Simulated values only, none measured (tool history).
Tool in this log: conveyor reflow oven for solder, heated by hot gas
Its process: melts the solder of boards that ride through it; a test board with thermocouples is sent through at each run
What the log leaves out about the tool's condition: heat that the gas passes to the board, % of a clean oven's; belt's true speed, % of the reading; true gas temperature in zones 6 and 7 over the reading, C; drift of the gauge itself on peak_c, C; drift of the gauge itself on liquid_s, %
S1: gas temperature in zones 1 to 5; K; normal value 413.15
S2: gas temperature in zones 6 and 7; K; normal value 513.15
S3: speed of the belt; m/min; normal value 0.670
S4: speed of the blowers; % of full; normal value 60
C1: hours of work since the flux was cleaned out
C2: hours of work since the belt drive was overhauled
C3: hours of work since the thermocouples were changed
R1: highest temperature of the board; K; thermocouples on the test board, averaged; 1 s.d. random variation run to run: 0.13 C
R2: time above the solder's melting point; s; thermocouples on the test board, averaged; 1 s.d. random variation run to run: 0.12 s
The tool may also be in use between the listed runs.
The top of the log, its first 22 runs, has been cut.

run   hour      S1      S2     S3  S4   C1   C2   C3      R1    R2
 23  356.1  401.15  513.15  0.733  60  470  273  267  494.45  49.0
 24  371.0  401.15  511.15  0.602  55  479  283  276  498.25  63.2
 25  383.2  407.15  513.15  0.777  86  487  290  284  498.15  50.1
 26  402.9  407.15  513.15  0.777  86  499  303  296  498.25  50.0
     408.9  -- flux residue cleaned out of gas plates and filters
 27  430.0  422.15  513.15  0.584  86   13  316  310  506.75  77.5
 28  452.1  422.15  513.15  0.584  86   27  330  323  506.75  77.4
 29  463.0  422.15  513.15  0.668  86   34  337  330  504.55  66.4
 30  479.4  420.15  520.15  0.793  51   44  347  340  499.45  52.8
 31  492.7  418.15  520.15  0.590  51   52  355  349  508.45  75.8

Branching from run 31: 4 alternative next runs. What would each branch give?
  A  512.1  418.15  503.15  0.780  74  64  367  361   ?   ?
  B  512.1  413.15  513.15  0.670  58  64  367  361   ?   ?
  C  512.1  413.15  521.15  0.609  57  64  367  361   ?   ?
  D  512.1  413.15  513.15  0.593  60  64  367  361   ?   ?

run      R1    R2
  A  489.35  47.7
  B  499.25  60.3
  C  509.15  72.2
  D  502.85  71.1
Stripped of hidden state, with their random variation kept, the same runs would have yielded:
run      R1    R2
  A  489.35  47.6
  B  499.15  60.3
  C  509.15  72.2
  D  502.85  71.1

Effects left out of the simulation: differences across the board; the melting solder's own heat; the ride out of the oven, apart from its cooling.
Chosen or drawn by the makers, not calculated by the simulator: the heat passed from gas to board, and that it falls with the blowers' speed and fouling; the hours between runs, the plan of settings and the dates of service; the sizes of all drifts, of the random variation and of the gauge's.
